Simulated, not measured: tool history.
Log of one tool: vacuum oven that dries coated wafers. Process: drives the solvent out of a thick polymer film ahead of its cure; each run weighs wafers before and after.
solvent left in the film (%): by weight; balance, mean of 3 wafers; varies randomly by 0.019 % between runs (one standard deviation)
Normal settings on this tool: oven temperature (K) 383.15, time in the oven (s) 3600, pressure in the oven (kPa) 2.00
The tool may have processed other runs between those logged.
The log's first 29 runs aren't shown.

run	hour	oven temperature (K)	time in the oven (s)	pressure in the oven (kPa)	solvent left in the film (%)
30	1716.0	393.15	3600	3.98	1.84
31	1782.6	383.15	3600	6.60	4.50
32	1842.3	383.15	3600	6.60	4.49
33	1879.9	390.15	5580	3.20	1.36
34	1918.6	389.15	5520	1.50	0.76
35	1982.1	389.15	5520	1.50	0.78
# hour 2005.0: oven's thermocouples calibrated
36	2041.2	397.15	3840	1.21	0.54
37	2100.2	397.15	3840	1.21	0.56
38	2137.9	397.15	3960	4.79	1.71
39	2188.3	397.15	5640	1.32	0.45
40	2253.8	391.15	3600	2.00	1.30

Alternative continuations, all from the tool just after run 40; predict every row:
A	2298.6	370.15	3600	1.36	?
B	2298.6	382.15	3600	2.03	?
C	2298.6	393.15	4140	2.07	?

run	solvent left in the film (%)
A	4.84
B	2.48
C	0.98
What these runs would have given with no unlogged condition in the tool:
run	solvent left in the film (%)
A	4.84
B	2.48
C	0.98
